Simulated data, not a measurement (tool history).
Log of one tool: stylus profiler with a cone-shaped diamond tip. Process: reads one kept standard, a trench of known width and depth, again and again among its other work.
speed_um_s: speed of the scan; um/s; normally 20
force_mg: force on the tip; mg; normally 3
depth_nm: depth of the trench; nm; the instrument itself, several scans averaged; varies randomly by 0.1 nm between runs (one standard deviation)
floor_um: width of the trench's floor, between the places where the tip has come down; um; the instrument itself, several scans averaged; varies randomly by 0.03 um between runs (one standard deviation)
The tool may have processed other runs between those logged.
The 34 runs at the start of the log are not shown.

{"run": 35, "hour": 622.6, "speed_um_s": 11, "force_mg": 7.06, "depth_nm": 515.94, "floor_um": 26.97}
{"run": 36, "hour": 645.2, "speed_um_s": 6, "force_mg": 3.54, "depth_nm": 509.87, "floor_um": 26.96}
{"run": 37, "hour": 665.3, "speed_um_s": 24, "force_mg": 2.28, "depth_nm": 507.65, "floor_um": 26.97}
{"run": 38, "hour": 677.8, "speed_um_s": 21, "force_mg": 7.82, "depth_nm": 517.23, "floor_um": 27}
{"run": 39, "hour": 701.9, "speed_um_s": 10, "force_mg": 2.06, "depth_nm": 507.08, "floor_um": 26.93}
{"run": 40, "hour": 725.3, "speed_um_s": 10, "force_mg": 2.06, "depth_nm": 506.84, "floor_um": 26.98}
{"run": 41, "hour": 744.8, "speed_um_s": 10, "force_mg": 2.06, "depth_nm": 507.02, "floor_um": 27}
{"run": 42, "hour": 758.3, "speed_um_s": 44, "force_mg": 1.02, "depth_nm": 504.23, "floor_um": 26.86}
{"run": 43, "hour": 773.5, "speed_um_s": 44, "force_mg": 1.02, "depth_nm": 504.39, "floor_um": 26.85}
{"run": 44, "hour": 792.8, "speed_um_s": 26, "force_mg": 5.59, "depth_nm": 513.49, "floor_um": 27}
{"run": 45, "hour": 816.8, "speed_um_s": 16, "force_mg": 3.41, "depth_nm": 509.71, "floor_um": 26.97}
{"run": 46, "hour": 833.2, "speed_um_s": 20, "force_mg": 3, "depth_nm": 508.91, "floor_um": 26.96}
{"run": 47, "hour": 858.3, "speed_um_s": 53, "force_mg": 4.56, "depth_nm": 511.88, "floor_um": 26.91}

Forecast each of these 4 alternatives for the next run:
{"run": "A", "hour": 871.3, "speed_um_s": 53, "force_mg": 2.77, "depth_nm": "?", "floor_um": "?"}
{"run": "B", "hour": 871.3, "speed_um_s": 10, "force_mg": 3, "depth_nm": "?", "floor_um": "?"}
{"run": "C", "hour": 871.3, "speed_um_s": 9, "force_mg": 3, "depth_nm": "?", "floor_um": "?"}
{"run": "D", "hour": 871.3, "speed_um_s": 27, "force_mg": 1.03, "depth_nm": "?", "floor_um": "?"}

run=A depth_nm=508.61 floor_um=26.87
run=B depth_nm=508.97 floor_um=26.95
run=C depth_nm=508.84 floor_um=26.94
run=D depth_nm=504.37 floor_um=26.96
With no hidden state in the tool, these same runs would have given:
run=A depth_nm=508.61 floor_um=26.88
run=B depth_nm=508.97 floor_um=26.96
run=C depth_nm=508.84 floor_um=26.95
run=D depth_nm=504.37 floor_um=26.97
